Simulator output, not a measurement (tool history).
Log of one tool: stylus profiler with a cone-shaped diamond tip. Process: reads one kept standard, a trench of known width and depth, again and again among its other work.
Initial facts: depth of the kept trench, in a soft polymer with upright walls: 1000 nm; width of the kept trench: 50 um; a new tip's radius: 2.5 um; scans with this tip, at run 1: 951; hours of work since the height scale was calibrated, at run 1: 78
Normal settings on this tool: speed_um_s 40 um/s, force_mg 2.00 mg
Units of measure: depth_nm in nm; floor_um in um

| run | hour | speed_um_s | force_mg | scans with this tip | hours of work since the height scale was calibrated | depth_nm | floor_um |
|---|---|---|---|---|---|---|---|
| 1 | 0.0 | 40 | 2.00 | 951 | 78 | 1007.66 | 45.60 |
| 2 | 12.8 | 40 | 2.00 | 1048 | 86 | 1007.48 | 45.54 |
| 3 | 24.5 | 40 | 2.00 | 1138 | 94 | 1007.29 | 45.58 |
| 4 | 34.7 | 40 | 2.00 | 1216 | 100 | 1007.74 | 45.53 |
| 5 | 42.7 | 40 | 2.00 | 1277 | 105 | 1007.45 | 45.52 |
| 6 | 50.9 | 40 | 2.00 | 1339 | 111 | 1007.42 | 45.49 |
| 7 | 61.3 | 40 | 2.00 | 1418 | 117 | 1007.20 | 45.42 |
| 8 | 72.5 | 40 | 2.00 | 1504 | 124 | 1007.56 | 45.49 |
| 9 | 82.6 | 40 | 2.44 | 1581 | 130 | 1009.03 | 45.42 |
| 10 | 89.7 | 40 | 2.00 | 1636 | 135 | 1007.48 | 45.38 |
| 11 | 97.8 | 40 | 2.00 | 1697 | 140 | 1007.37 | 45.38 |
| 12 | 109.0 | 32 | 2.00 | 1783 | 147 | 1007.44 | 45.44 |
| 13 | 124.3 | 40 | 4.26 | 1899 | 157 | 1012.29 | 45.42 |
| 14 | 140.4 | 40 | 4.26 | 2022 | 167 | 1012.22 | 45.40 |
| 15 | 155.5 | 40 | 4.26 | 2138 | 176 | 1012.43 | 45.44 |
| 16 | 163.1 | 28 | 2.00 | 2196 | 181 | 1007.40 | 45.39 |
| 17 | 175.9 | 20 | 2.00 | 2293 | 189 | 1007.30 | 45.44 |
| 18 | 189.8 | 40 | 0.79 | 2400 | 198 | 1004.00 | 45.11 |
| 19 | 198.4 | 51 | 2.00 | 2465 | 203 | 1007.16 | 45.18 |
| 20 | 205.8 | 51 | 2.00 | 2522 | 208 | 1007.06 | 45.16 |
| 21 | 213.7 | 51 | 2.00 | 2582 | 213 | 1007.26 | 45.15 |
| 22 | 229.0 | 40 | 2.00 | 2699 | 223 | 1007.43 | 45.23 |
| 23 | 239.5 | 40 | 2.00 | 2778 | 229 | 1007.34 | 45.20 |
| 24 | 246.7 | 128 | 1.47 | 2834 | 234 | 1005.45 | 44.46 |

What does the tool deliver on the next run?
| 25 | 258.2 | 128 | 1.47 | 2921 | 241 | ? | ? |

{"run 25": {"depth_nm": 1005.75, "floor_um": 44.46}}
With the hidden condition absent and the run-to-run variation left alone, this run would have shown depth_nm 1006.12 nm, floor_um 45.02 um.
